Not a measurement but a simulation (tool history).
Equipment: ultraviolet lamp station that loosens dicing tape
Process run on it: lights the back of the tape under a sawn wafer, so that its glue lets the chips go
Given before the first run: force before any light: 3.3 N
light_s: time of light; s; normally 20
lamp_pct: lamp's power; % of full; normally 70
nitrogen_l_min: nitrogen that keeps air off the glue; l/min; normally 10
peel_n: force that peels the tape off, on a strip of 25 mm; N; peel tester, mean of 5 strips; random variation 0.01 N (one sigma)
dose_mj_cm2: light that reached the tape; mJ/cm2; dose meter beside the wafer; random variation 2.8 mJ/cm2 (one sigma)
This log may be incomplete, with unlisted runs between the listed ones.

run 1 hour=0 | light_s=20 lamp_pct=70 nitrogen_l_min=10 | peel_n=0.86 dose_mj_cm2=264
run 2 hour=37.6 | light_s=20 lamp_pct=70 nitrogen_l_min=10 | peel_n=0.877 dose_mj_cm2=264
run 3 hour=60.5 | light_s=20 lamp_pct=70 nitrogen_l_min=10 | peel_n=0.861 dose_mj_cm2=254
run 4 hour=104.2 | light_s=20 lamp_pct=70 nitrogen_l_min=10 | peel_n=0.74 dose_mj_cm2=299
run 5 hour=129.7 | light_s=20 lamp_pct=70 nitrogen_l_min=10 | peel_n=0.72 dose_mj_cm2=292
run 6 hour=164.2 | light_s=20 lamp_pct=70 nitrogen_l_min=10 | peel_n=0.783 dose_mj_cm2=282
run 7 hour=207.3 | light_s=20 lamp_pct=70 nitrogen_l_min=10 | peel_n=0.778 dose_mj_cm2=274
run 8 hour=253 | light_s=20 lamp_pct=70 nitrogen_l_min=10 | peel_n=0.821 dose_mj_cm2=265
run 9 hour=288.2 | light_s=20 lamp_pct=70 nitrogen_l_min=10 | peel_n=0.874 dose_mj_cm2=262
run 10 hour=312.5 | light_s=20 lamp_pct=70 nitrogen_l_min=10 | peel_n=0.886 dose_mj_cm2=259
run 11 hour=346.6 | light_s=14 lamp_pct=92 nitrogen_l_min=10 | peel_n=0.993 dose_mj_cm2=229
run 12 hour=367.1 | light_s=28 lamp_pct=62 nitrogen_l_min=7 | peel_n=0.795 dose_mj_cm2=307
run 13 hour=397.6 | light_s=28 lamp_pct=77 nitrogen_l_min=7 | peel_n=0.59 dose_mj_cm2=378
run 14 hour=437.5 | light_s=32 lamp_pct=77 nitrogen_l_min=7 | peel_n=0.353 dose_mj_cm2=503
run 15 hour=464.1 | light_s=11 lamp_pct=93 nitrogen_l_min=3 | peel_n=1.601 dose_mj_cm2=204
run 16 hour=500 | light_s=11 lamp_pct=62 nitrogen_l_min=3 | peel_n=2.1 dose_mj_cm2=137
run 17 hour=549 | light_s=11 lamp_pct=62 nitrogen_l_min=3 | peel_n=1.728 dose_mj_cm2=177

Taken out of this log: 3 entries between the listed runs. Where each belongs, and how the hidden state differs across it:
From run 3 to run 4: window cleaned of glue's vapour (hour 78.2)
  lamp's light, % of a new lamp's: 77.9 -> 77.4; light that the window lets through, % of a clean one's: 83.1 -> 97.5
  measured less the result without the state, peel_n: +0.412 -> +0.267 N; dose_mj_cm2: -140 -> -97 mJ/cm2
From run 13 to run 14: window cleaned of glue's vapour (hour 421.9)
  lamp's light, % of a new lamp's: 74.3 -> 73.9; light that the window lets through, % of a clean one's: 82.5 -> 98.7
  measured less the result without the state, peel_n: +0.354 -> +0.165 N; dose_mj_cm2: -237 -> -186 mJ/cm2
From run 16 to run 17: lamp changed (hour 538.5)
  lamp's light, % of a new lamp's: 73.2 -> 99.7; light that the window lets through, % of a clean one's: 95.6 -> 93.2
  measured less the result without the state, peel_n: +0.387 -> +0.081 N; dose_mj_cm2: -57 -> -13 mJ/cm2
